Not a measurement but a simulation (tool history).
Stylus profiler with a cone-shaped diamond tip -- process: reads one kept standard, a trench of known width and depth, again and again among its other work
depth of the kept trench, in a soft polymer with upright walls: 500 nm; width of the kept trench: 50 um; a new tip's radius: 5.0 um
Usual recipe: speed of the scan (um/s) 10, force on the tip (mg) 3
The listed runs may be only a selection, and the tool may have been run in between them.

run,hour,speed of the scan (um/s),force on the tip (mg),depth of the trench (nm),width of the trench's floor (nm)
1,0,10,3,505.61,45520
2,14.1,10,2.61,505.27,45500
3,23.3,10,3,505.68,45510
4,32,10,3,505.85,45550
5,49.5,10,3,505.88,45510
6,61.6,10,3,505.61,45530
7,70.3,10,3,505.75,45550
8,84.7,10,3,505.64,45510
9,100.9,35,3,505.63,45450
10,114.8,38,3,505.58,45410
11,124.1,38,3,505.59,45360
12,135.7,3,3,505.78,45520
13,155.6,13,3,505.56,45490
14,167.7,36,3,505.74,45370
15,177.7,36,3,505.75,45320
16,194.8,36,3,505.59,45320
17,213,36,3,505.65,45350
18,224.1,36,1.21,503.01,45270
19,238.4,25,1.21,502.85,45320
20,250.1,25,1.21,503.04,45340
21,265.6,25,1.21,502.58,45340
22,276.8,25,1.21,502.8,45320
23,287,10,4.42,507.22,45410
24,302.6,10,4.42,507.27,45440
25,311.1,12,1.91,503.93,45330
26,319.8,23,4.21,507.13,45350
27,332.2,23,4.21,506.98,45380
28,343.4,23,4.21,507.18,45320
29,351.9,23,4.21,507.04,45350
30,363.8,6,8.26,511.32,45330
31,374.7,26,7.25,510.29,45340
32,384.5,10,4.48,507.42,45400
33,396.9,20,1.97,503.92,45320

Estimate the outcome of run 34 from the log above:
34,411.3,15,4.51,?,?

Logged for run 34: depth of the trench (nm) 507.35, width of the trench's floor (nm) 45400.
On a tool with no hidden condition, and with the same random variation, this run would have come out at depth of the trench (nm) 507.87, width of the trench's floor (nm) 45640.
